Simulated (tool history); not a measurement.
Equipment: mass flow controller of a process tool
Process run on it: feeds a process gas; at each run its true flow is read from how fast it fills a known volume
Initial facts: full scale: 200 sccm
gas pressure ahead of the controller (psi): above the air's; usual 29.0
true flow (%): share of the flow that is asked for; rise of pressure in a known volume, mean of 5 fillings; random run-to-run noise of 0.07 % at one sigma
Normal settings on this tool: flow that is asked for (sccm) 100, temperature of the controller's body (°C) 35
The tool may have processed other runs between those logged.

run      day  flow that is asked for (sccm)  gas pressure ahead of the controller (psi)  temperature of the controller's body (°C)  true flow (%)
  1    0.000                            100                                        29.0                                         35          98.50
  2   10.133                            100                                        29.0                                         35          98.37
  3   17.162                            100                                        29.0                                         35          98.54
  4   32.021                            100                                        40.2                                         35          99.04
  5   44.012                            100                                        40.2                                         35          99.15
  6   57.146                            100                                        29.0                                         35          98.56
  7   67.883                            100                                        31.9                                         23         100.18
  8   82.638                            100                                        31.9                                         23         100.19
  9   94.558                            148                                        33.9                                         24         101.27
 10  106.271                            148                                        33.9                                         24         101.14
 11  116.133                             49                                        37.0                                         34          96.82

Here are 4 independent what-if runs from the current tool condition. What would each one return?
  A  127.346                             43                                        22.5                                         23              ?
  B  127.346                             49                                        29.2                                         23              ?
  C  127.346                             49                                        37.0                                         29              ?
  D  127.346                             49                                        22.6                                         34              ?

run  true flow (%)
  A          96.59
  B          97.61
  C          97.34
  D          95.94
Without the tool's hidden state the same runs would have given:
run  true flow (%)
  A          98.64
  B          99.07
  C          98.80
  D          97.40
